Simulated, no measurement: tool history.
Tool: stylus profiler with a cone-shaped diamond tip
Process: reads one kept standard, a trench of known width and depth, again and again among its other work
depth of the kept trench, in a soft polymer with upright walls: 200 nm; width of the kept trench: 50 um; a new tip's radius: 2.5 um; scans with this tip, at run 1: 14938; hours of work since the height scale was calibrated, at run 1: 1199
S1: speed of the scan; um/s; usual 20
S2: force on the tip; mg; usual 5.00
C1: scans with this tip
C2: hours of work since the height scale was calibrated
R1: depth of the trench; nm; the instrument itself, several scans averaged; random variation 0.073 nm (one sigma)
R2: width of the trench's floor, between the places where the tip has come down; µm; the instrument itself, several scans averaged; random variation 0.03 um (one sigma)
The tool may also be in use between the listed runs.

run 1 day=0.000 | S1=20 S2=5.00 | C1=14938 C2=1199 | R1=203.61 R2=48.03
run 2 day=1.942 | S1=11 S2=5.00 | C1=15375 C2=1234 | R1=203.42 R2=48.02
run 3 day=3.138 | S1=11 S2=5.00 | C1=15644 C2=1256 | R1=203.41 R2=48.06
run 4 day=4.521 | S1=11 S2=5.00 | C1=15954 C2=1281 | R1=203.58 R2=48.03
run 5 day=6.158 | S1=11 S2=5.00 | C1=16322 C2=1310 | R1=203.54 R2=48.02
run 6 day=8.029 | S1=11 S2=5.00 | C1=16743 C2=1344 | R1=203.70 R2=48.04
run 7 day=10.258 | S1=21 S2=5.00 | C1=17244 C2=1384 | R1=203.55 R2=48.07
run 8 day=11.883 | S1=21 S2=5.00 | C1=17610 C2=1414 | R1=203.59 R2=48.01
run 9 day=13.242 | S1=21 S2=5.00 | C1=17915 C2=1438 | R1=203.50 R2=47.95
run 10 day=15.525 | S1=29 S2=5.00 | C1=18429 C2=1479 | R1=203.57 R2=47.95
run 11 day=16.879 | S1=20 S2=12.20 | C1=18733 C2=1504 | R1=206.41 R2=47.97
run 12 day=18.054 | S1=49 S2=6.43 | C1=18997 C2=1525 | R1=204.16 R2=47.98
run 13 day=20.438 | S1=37 S2=5.00 | C1=19533 C2=1568 | R1=203.55 R2=47.93
run 14 day=22.075 | S1=30 S2=3.82 | C1=19901 C2=1597 | R1=202.93 R2=47.98
run 15 day=23.517 | S1=14 S2=3.16 | C1=20225 C2=1624 | R1=202.64 R2=47.98
run 16 day=24.521 | S1=9 S2=2.63 | C1=20451 C2=1642 | R1=202.28 R2=48.04
run 17 day=26.646 | S1=35 S2=13.19 | C1=20928 C2=1680 | R1=206.86 R2=48.00
run 18 day=28.700 | S1=35 S2=13.19 | C1=21390 C2=1717 | R1=206.86 R2=47.96
run 19 day=29.954 | S1=23 S2=3.09 | C1=21673 C2=1740 | R1=202.57 R2=47.92
run 20 day=32.208 | S1=6 S2=11.40 | C1=22179 C2=1780 | R1=206.11 R2=48.01
run 21 day=34.338 | S1=6 S2=11.40 | C1=22658 C2=1819 | R1=206.15 R2=48.08

Forecast each of these 3 alternatives for the next run:
run A day=36.242 | S1=20 S2=11.77 | C1=23086 C2=1853 | R1=? R2=?
run B day=36.242 | S1=15 S2=2.19 | C1=23086 C2=1853 | R1=? R2=?
run C day=36.242 | S1=10 S2=1.92 | C1=23086 C2=1853 | R1=? R2=?

run=A R1=206.28 R2=48.01
run=B R1=201.99 R2=47.98
run=C R1=201.97 R2=48.04
Without the tool's hidden state the same runs would have given:
run=A R1=206.31 R2=48.03
run=B R1=202.02 R2=48.00
run=C R1=201.99 R2=48.06
